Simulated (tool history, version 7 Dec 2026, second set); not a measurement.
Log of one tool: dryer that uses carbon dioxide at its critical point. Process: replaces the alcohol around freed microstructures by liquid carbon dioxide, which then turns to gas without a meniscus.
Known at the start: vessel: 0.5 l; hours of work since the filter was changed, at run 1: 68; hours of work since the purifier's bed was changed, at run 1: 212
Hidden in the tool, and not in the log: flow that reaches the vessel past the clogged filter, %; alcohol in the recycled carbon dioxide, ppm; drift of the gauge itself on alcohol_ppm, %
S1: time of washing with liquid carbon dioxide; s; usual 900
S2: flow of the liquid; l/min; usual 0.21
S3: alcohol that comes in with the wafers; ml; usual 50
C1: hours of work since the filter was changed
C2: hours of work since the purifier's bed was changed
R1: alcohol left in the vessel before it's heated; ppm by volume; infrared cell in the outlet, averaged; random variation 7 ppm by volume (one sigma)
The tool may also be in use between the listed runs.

run,day,S1,S2,S3,C1,C2,R1
1,0,900,0.21,50,68,212,377
2,1.125,900,0.21,50,78,222,392
3,1.933,900,0.21,50,85,229,405
4,2.621,900,0.21,50,92,235,391
5,4.042,900,0.21,50,104,248,396
6,5.15,840,0.21,50,114,258,590
7,5.988,900,0.21,54,122,265,463
8,7.046,1200,0.21,54,131,275,82
9,8.288,1200,0.21,96,142,286,137
10,9.467,900,0.21,83,153,297,706
11,10.567,960,0.28,83,163,306,85
12,11.883,600,0.296,83,175,318,881
13,13.142,600,0.296,83,186,330,937
14,14.079,960,0.314,30,194,338,29
15,15.042,1080,0.15,21,203,347,484
16,16.129,780,0.156,31,213,356,2117

Forecast each of these 3 alternatives for the next run:
A,17.017,780,0.188,31,221,364,?
B,17.017,780,0.188,34,221,364,?
C,17.017,900,0.156,23,221,364,?

run,R1
A,1011
B,1107
C,917
Without the tool's hidden state the same runs would have given:
run,R1
A,750
B,821
C,690
